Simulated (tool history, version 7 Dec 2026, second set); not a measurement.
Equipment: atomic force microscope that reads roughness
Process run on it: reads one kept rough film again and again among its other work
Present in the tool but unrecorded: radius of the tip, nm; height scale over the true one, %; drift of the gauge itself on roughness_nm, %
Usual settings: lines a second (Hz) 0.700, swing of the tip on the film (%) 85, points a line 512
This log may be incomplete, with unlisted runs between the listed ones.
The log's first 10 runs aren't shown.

run   hour  lines a second (Hz)  swing of the tip on the film (%)  points a line  pictures with this tip  hours of work since the height scale was calibrated  roughness of the kept film (nm (root mean square))
 11   76.2                0.700                                85            512                     169                                                   78                                               1.835
 12   86.2                0.700                                63            512                     185                                                   83                                               1.914
 13   95.3                0.700                                63            512                     200                                                   88                                               1.918
 14  102.4                0.700                                63            512                     211                                                   92                                               1.907
     104.0  -- height scale calibrated on a step standard
 15  110.9                0.700                                63            512                     223                                                    4                                               1.899
 16  119.5                0.700                                63            512                     237                                                    8                                               1.900
 17  129.6                0.700                                63            512                     253                                                   14                                               1.871
 18  139.4                0.700                                60            930                     269                                                   19                                               1.867
     148.3  -- height scale calibrated on a step standard, once more
 19  150.4                1.293                                82            608                     285                                                    1                                               1.692
     156.2  -- new tip fitted
 20  161.6                0.629                                58            598                       9                                                    7                                               2.039
 21  172.2                0.700                                78            277                      26                                                   13                                               1.937
 22  182.6                0.700                                78            277                      42                                                   18                                               1.942
 23  189.0                0.700                                78            325                      53                                                   22                                               1.934
 24  196.4                2.402                                63            620                      65                                                   26                                               1.883
 25  206.9                2.402                                63            620                      81                                                   31                                               1.884
 26  211.9                2.402                                63            620                      90                                                   34                                               1.882
 27  221.2                2.402                                63            620                     104                                                   39                                               1.872
 28  230.1                1.077                                75            414                     119                                                   44                                               1.862
 29  238.9                3.496                                85            519                     133                                                   48                                               1.433
 30  248.8                3.496                                85            519                     149                                                   54                                               1.431
 31  253.7                1.849                                85            519                     157                                                   56                                               1.644
 32  258.3                3.484                                82            519                     164                                                   59                                               1.478
 33  265.0                3.484                                82            519                     175                                                   62                                               1.481
 34  272.7                0.605                                85            350                     187                                                   67                                               1.840

4 ways to go on from here, each from the tool as it stands after run 34. What would each give?
  A  277.0                0.914                                89            635                     194                                                   69                                                   ?
  B  277.0                0.605                                85            784                     194                                                   69                                                   ?
  C  277.0                0.700                                85            655                     194                                                   69                                                   ?
  D  277.0                2.113                                85            755                     194                                                   69                                                   ?

run  roughness of the kept film (nm (root mean square))
  A                                               1.751
  B                                               1.849
  C                                               1.816
  D                                               1.589
Without the tool's unlogged condition, the same runs would have read:
run  roughness of the kept film (nm (root mean square))
  A                                               1.868
  B                                               1.972
  C                                               1.938
  D                                               1.696

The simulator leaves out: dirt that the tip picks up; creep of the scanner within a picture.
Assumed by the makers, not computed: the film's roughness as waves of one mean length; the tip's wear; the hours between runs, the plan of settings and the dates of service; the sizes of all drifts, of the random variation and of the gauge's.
